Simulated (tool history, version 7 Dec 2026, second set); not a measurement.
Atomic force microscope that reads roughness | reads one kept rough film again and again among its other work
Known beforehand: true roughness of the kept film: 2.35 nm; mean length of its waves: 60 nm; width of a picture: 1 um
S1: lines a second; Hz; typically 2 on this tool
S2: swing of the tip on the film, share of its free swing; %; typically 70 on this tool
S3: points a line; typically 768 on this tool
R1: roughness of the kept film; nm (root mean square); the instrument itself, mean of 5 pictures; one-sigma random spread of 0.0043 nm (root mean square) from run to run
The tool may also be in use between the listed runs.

run    hour    S1  S2   S3     R1
  1       0     2  70  768  2.074
  2    18.8     2  70  768  2.071
  3    43.2     2  70  768  2.068
         59  -- new tip fitted
  4    78.9     2  70  768  2.116
  5   116.1     2  70  768  2.104
  6   137.2     2  77  768  2.029
  7   155.3     2  77  768  2.028
  8   177.4     2  77  768  2.015
  9   207.6     2  77  768  2.019
 10   243.1     2  70  768  2.085
 11   258.1     2  70  768   2.08
 12   275.5     2  70  768  2.074
 13     312     2  70  768  2.077
 14   329.4     2  70  768  2.064
 15   356.2     2  70  768   2.06
      380.1  -- new tip fitted
 16   386.2     2  70  768  2.113
 17   404.4     2  70  768  2.112
 18   436.4     2  70  768  2.105
 19   467.7     2  70  768  2.104
 20   486.3     2  70  768  2.108
 21   512.8     2  70  768   2.09
 22   541.9     2  70  459  2.087
 23   571.2   0.8  70  768  2.191
 24   603.3     2  70  768   2.07
 25   632.5     2  70  367  2.066
 26   663.8     2  70  367  2.068
 27   681.6  1.99  83  435  1.909
      700.7  -- new tip fitted
 28   703.9   0.9  59  435  2.254
 29   721.3  1.71  66  326  2.166
 30   741.1  2.81  60  768  2.151
 31   758.6  2.81  60  768  2.141
 32   788.8  2.81  60  768  2.135
 33     807  1.08  70  768  2.176
 34   842.1  0.55  70  298  2.209
 35   860.8   1.5  71  893  2.119
 36   889.1  1.23  56  400  2.213
 37   922.4   2.1  89  768  1.817
 38   949.9  1.52  70  423  2.103
 39   975.6  0.58  70  273  2.184
 40  1009.4     2  64  724  2.108
       1022  -- new tip fitted
 41  1031.1     2  64  724  2.167
 42  1063.4     2  64  724   2.16
 43  1086.8     2  64  724  2.159
 44  1109.4  2.96  69  724  2.034

Expected results for the next run?
 45  1146.2  1.17  61  385   ?

R1: 2.203 nm (root mean square)
Without the tool's hidden state the same run would have given R1 2.237 nm (root mean square).
